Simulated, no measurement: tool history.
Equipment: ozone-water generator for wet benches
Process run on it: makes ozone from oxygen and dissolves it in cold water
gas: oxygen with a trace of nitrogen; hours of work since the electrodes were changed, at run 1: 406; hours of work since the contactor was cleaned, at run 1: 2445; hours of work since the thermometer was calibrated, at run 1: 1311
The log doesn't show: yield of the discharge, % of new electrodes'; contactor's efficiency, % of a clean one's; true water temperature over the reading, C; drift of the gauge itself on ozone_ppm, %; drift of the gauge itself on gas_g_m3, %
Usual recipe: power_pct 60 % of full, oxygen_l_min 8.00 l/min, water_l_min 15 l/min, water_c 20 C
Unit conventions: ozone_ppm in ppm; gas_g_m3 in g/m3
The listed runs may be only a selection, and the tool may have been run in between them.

run   hour  power_pct  oxygen_l_min  water_l_min  water_c  hours of work since the electrodes were changed  hours of work since the contactor was cleaned  hours of work since the thermometer was calibrated  ozone_ppm  gas_g_m3
  1    0.0         60          8.00           15       20                                              406                                           2445                                                1311       26.7     185.5
  2   30.4         60          8.00           15       20                                              433                                           2472                                                1337       26.5     185.2
  3   56.3         60          8.00           15       20                                              455                                           2494                                                1359       26.2     184.0
  4   83.6         60          8.00           15       20                                              479                                           2518                                                1383       26.4     183.5
  5  113.6         60          4.88           15       20                                              505                                           2543                                                1409       27.2     237.8
  6  132.6         60          4.88           15       20                                              521                                           2560                                                1425       27.5     235.0
  7  162.5         60          8.00           15       20                                              547                                           2586                                                1451       26.3     182.1
  8  187.7         60          8.00           15       20                                              569                                           2607                                                1473       26.5     184.3
  9  214.7         66          8.00           15       20                                              592                                           2631                                                1496       28.0     193.1
 10  242.2         60          8.00           15       20                                              616                                           2654                                                1520       26.2     184.1
 11  267.8         60          8.00           15       20                                              638                                           2677                                                1542       26.1     182.1
 12  286.0         63          8.00           15       16                                              653                                           2692                                                1558       29.4     187.3
 13  302.1         50         13.07           10       16                                              667                                           2706                                                1572       28.4     129.2
 14  332.2         75          8.00           16       23                                              693                                           2732                                                1598       26.6     206.2
 15  351.9         75          8.00           16       23                                              710                                           2749                                                1615       26.8     206.0
 16  365.5         60          4.22           16       20                                              722                                           2761                                                1626       25.7     253.2
 17  383.7         60          4.22           16       20                                              738                                           2777                                                1642       25.8     254.0
 18  400.4         60          4.22           16       20                                              752                                           2791                                                1656       25.6     249.2
 19  425.8         60          4.22           16       20                                              774                                           2813                                                1678       25.7     254.2
 20  447.3         93         12.30           16       20                                              793                                           2832                                                1697       29.0     186.7
 21  471.5         94          9.18           15       13                                              814                                           2852                                                1718       37.3     216.0

Predict each of these 4 candidate next runs independently; none follows another, all start after run 21:
  A  487.8         94          9.18           15       21                                              828                                           2866                                                1732          ?         ?
  B  487.8         60          8.00           21       27                                              828                                           2866                                                1732          ?         ?
  C  487.8         46          9.18           18       13                                              828                                           2866                                                1732          ?         ?
  D  487.8         60          8.00           11       20                                              828                                           2866                                                1732          ?         ?

run  ozone_ppm  gas_g_m3
  A       31.6     216.9
  B       18.3     181.2
  C       22.3     146.4
  D       30.6     179.6
Without the tool's hidden state the same runs would have given:
run  ozone_ppm  gas_g_m3
  A       35.4     227.8
  B       20.4     188.3
  C       24.7     151.2
  D       33.7     186.6
